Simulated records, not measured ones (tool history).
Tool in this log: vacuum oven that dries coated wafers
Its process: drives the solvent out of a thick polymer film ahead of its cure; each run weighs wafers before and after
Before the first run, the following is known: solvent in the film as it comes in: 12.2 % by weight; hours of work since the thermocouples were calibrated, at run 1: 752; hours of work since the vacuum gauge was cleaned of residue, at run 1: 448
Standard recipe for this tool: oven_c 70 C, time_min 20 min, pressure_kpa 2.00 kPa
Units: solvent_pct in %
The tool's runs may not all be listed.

run,day,oven_c,time_min,pressure_kpa,hours of work since the thermocouples were calibrated,hours of work since the vacuum gauge was cleaned of residue,solvent_pct
1,0.000,70,20,2.00,752,448,1.09
2,1.179,70,31,2.00,772,467,0.83
3,3.471,70,20,3.72,809,505,1.77
4,5.700,70,11,3.72,846,541,2.78
5,7.221,70,20,2.00,871,566,1.11
6,9.283,70,20,2.00,905,600,1.11
7,10.692,70,20,2.00,928,623,1.11
8,12.321,70,13,2.00,955,650,1.83
9,14.300,70,13,2.00,987,682,1.83
10,16.396,70,13,2.00,1021,717,1.84
11,18.012,70,13,2.00,1048,743,1.83
12,19.654,70,20,2.00,1075,770,1.11
13,22.254,70,20,2.00,1118,813,1.11
14,23.354,70,20,2.00,1136,831,1.10
15,25.300,70,20,2.00,1167,863,1.10
16,26.612,70,20,2.00,1189,884,1.12
17,28.154,70,20,2.00,1214,910,1.11
# day 28.658: oven's thermocouples calibrated
18,29.708,70,20,2.00,17,934,1.11
19,31.738,70,20,2.00,51,967,1.13
20,33.208,70,20,1.03,75,991,0.75
21,34.333,70,20,1.03,93,1010,0.75
22,36.504,70,20,1.03,129,1045,0.76
23,37.883,70,14,1.03,151,1068,1.33
24,39.288,70,14,1.03,174,1091,1.32
25,41.138,57,20,1.12,205,1121,2.76
26,43.125,57,20,1.12,237,1154,2.75
27,44.500,70,17,2.76,260,1176,1.62
28,46.300,56,13,3.94,289,1206,5.82
29,48.871,62,20,1.24,332,1248,1.83
30,50.783,70,20,4.04,363,1279,1.90
31,52.979,62,24,7.85,399,1315,4.88
32,54.696,62,24,7.85,427,1344,4.89
33,57.292,62,24,7.85,470,1386,4.90
34,59.792,59,20,1.62,511,1427,2.63
35,61.033,59,20,1.62,531,1448,2.63
36,62.675,61,15,7.05,558,1474,5.59
# day 64.767: vacuum gauge cleaned of residue and calibrated
37,65.196,76,20,2.00,598,7,0.68
38,67.771,79,27,1.21,641,49,0.33
39,69.950,76,25,1.21,676,85,0.40
40,71.558,59,20,1.66,703,111,2.64
41,73.121,67,20,2.00,728,137,1.44
42,75.179,67,20,2.00,762,171,1.45
43,76.721,67,20,2.00,787,196,1.43
44,77.992,73,20,2.00,808,217,0.88
45,79.450,74,20,3.04,832,241,1.14
46,81.196,70,20,6.52,861,269,2.84
47,83.633,70,20,6.52,901,309,2.81

Each row is a separate what-if for the run after 47, all from the same tool condition, not one after another. Results?
A,84.921,70,35,1.32,922,331,?
B,84.921,70,20,1.08,922,331,?
C,84.921,71,14,7.44,922,331,?

run,solvent_pct
A,0.51
B,0.76
C,3.43
What these runs would have given with no unlogged condition in the tool:
run,solvent_pct
A,0.51
B,0.76
C,3.44

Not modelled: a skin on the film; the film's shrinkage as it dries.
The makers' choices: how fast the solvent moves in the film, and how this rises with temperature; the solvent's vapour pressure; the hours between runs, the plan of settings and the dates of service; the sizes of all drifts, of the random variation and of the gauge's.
